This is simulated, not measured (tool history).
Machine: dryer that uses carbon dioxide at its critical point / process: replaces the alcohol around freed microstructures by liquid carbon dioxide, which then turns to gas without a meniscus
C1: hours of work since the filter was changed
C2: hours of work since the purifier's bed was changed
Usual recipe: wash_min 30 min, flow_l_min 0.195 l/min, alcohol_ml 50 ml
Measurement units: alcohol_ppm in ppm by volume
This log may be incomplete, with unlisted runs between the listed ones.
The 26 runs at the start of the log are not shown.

{"run": 27, "day": 8.658, "wash_min": 36, "flow_l_min": 0.157, "alcohol_ml": 53, "C1": 48, "C2": 298, "alcohol_ppm": 777}
{"run": 28, "day": 9.083, "wash_min": 36, "flow_l_min": 0.157, "alcohol_ml": 53, "C1": 54, "C2": 305, "alcohol_ppm": 778}
{"run": 29, "day": 9.283, "wash_min": 30, "flow_l_min": 0.137, "alcohol_ml": 21, "C1": 57, "C2": 308, "alcohol_ppm": 954}
{"run": 30, "day": 9.642, "wash_min": 27, "flow_l_min": 0.183, "alcohol_ml": 117, "C1": 63, "C2": 313, "alcohol_ppm": 2956}
{"run": 31, "day": 9.85, "wash_min": 19, "flow_l_min": 0.309, "alcohol_ml": 106, "C1": 66, "C2": 316, "alcohol_ppm": 1453}
{"run": 32, "day": 10.292, "wash_min": 46, "flow_l_min": 0.309, "alcohol_ml": 23, "C1": 72, "C2": 323, "alcohol_ppm": 34}
{"run": 33, "day": 10.529, "wash_min": 37, "flow_l_min": 0.118, "alcohol_ml": 23, "C1": 76, "C2": 326, "alcohol_ppm": 858}
{"run": 34, "day": 10.904, "wash_min": 43, "flow_l_min": 0.136, "alcohol_ml": 23, "C1": 81, "C2": 332, "alcohol_ppm": 294}
{"run": 35, "day": 11.092, "wash_min": 43, "flow_l_min": 0.217, "alcohol_ml": 23, "C1": 84, "C2": 335, "alcohol_ppm": 53}
{"run": 36, "day": 11.325, "wash_min": 44, "flow_l_min": 0.195, "alcohol_ml": 21, "C1": 88, "C2": 338, "alcohol_ppm": 72}
{"run": 37, "day": 11.783, "wash_min": 25, "flow_l_min": 0.31, "alcohol_ml": 43, "C1": 95, "C2": 345, "alcohol_ppm": 187}
{"run": 38, "day": 12.133, "wash_min": 22, "flow_l_min": 0.31, "alcohol_ml": 43, "C1": 100, "C2": 350, "alcohol_ppm": 326}
{"run": 39, "day": 12.371, "wash_min": 22, "flow_l_min": 0.31, "alcohol_ml": 43, "C1": 103, "C2": 354, "alcohol_ppm": 340}
{"run": 40, "day": 12.829, "wash_min": 22, "flow_l_min": 0.31, "alcohol_ml": 43, "C1": 110, "C2": 361, "alcohol_ppm": 343}
{"run": 41, "day": 13.188, "wash_min": 29, "flow_l_min": 0.31, "alcohol_ml": 79, "C1": 116, "C2": 366, "alcohol_ppm": 150}
{"run": 42, "day": 13.4, "wash_min": 27, "flow_l_min": 0.265, "alcohol_ml": 79, "C1": 119, "C2": 369, "alcohol_ppm": 465}
{"run": 43, "day": 13.783, "wash_min": 27, "flow_l_min": 0.265, "alcohol_ml": 79, "C1": 125, "C2": 375, "alcohol_ppm": 457}
{"run": 44, "day": 13.996, "wash_min": 27, "flow_l_min": 0.265, "alcohol_ml": 79, "C1": 128, "C2": 378, "alcohol_ppm": 482}
{"run": 45, "day": 14.25, "wash_min": 20, "flow_l_min": 0.144, "alcohol_ml": 117, "C1": 132, "C2": 382, "alcohol_ppm": 13133}
{"run": 46, "day": 14.496, "wash_min": 30, "flow_l_min": 0.123, "alcohol_ml": 34, "C1": 135, "C2": 386, "alcohol_ppm": 2201}

What if the next run were any one of these 5? Each begins from the tool's condition after run 46:
{"run": "A", "day": 14.862, "wash_min": 30, "flow_l_min": 0.168, "alcohol_ml": 64, "C1": 141, "C2": 391, "alcohol_ppm": "?"}
{"run": "B", "day": 14.862, "wash_min": 30, "flow_l_min": 0.217, "alcohol_ml": 110, "C1": 141, "C2": 391, "alcohol_ppm": "?"}
{"run": "C", "day": 14.862, "wash_min": 23, "flow_l_min": 0.234, "alcohol_ml": 106, "C1": 141, "C2": 391, "alcohol_ppm": "?"}
{"run": "D", "day": 14.862, "wash_min": 30, "flow_l_min": 0.123, "alcohol_ml": 63, "C1": 141, "C2": 391, "alcohol_ppm": "?"}
{"run": "E", "day": 14.862, "wash_min": 19, "flow_l_min": 0.125, "alcohol_ml": 23, "C1": 141, "C2": 391, "alcohol_ppm": "?"}

run=A alcohol_ppm=1564
run=B alcohol_ppm=986
run=C alcohol_ppm=2120
run=D alcohol_ppm=4067
run=E alcohol_ppm=3986
With no hidden state in the tool, these same runs would have given:
run=A alcohol_ppm=1374
run=B alcohol_ppm=829
run=C alcohol_ppm=1860
run=D alcohol_ppm=3717
run=E alcohol_ppm=3751
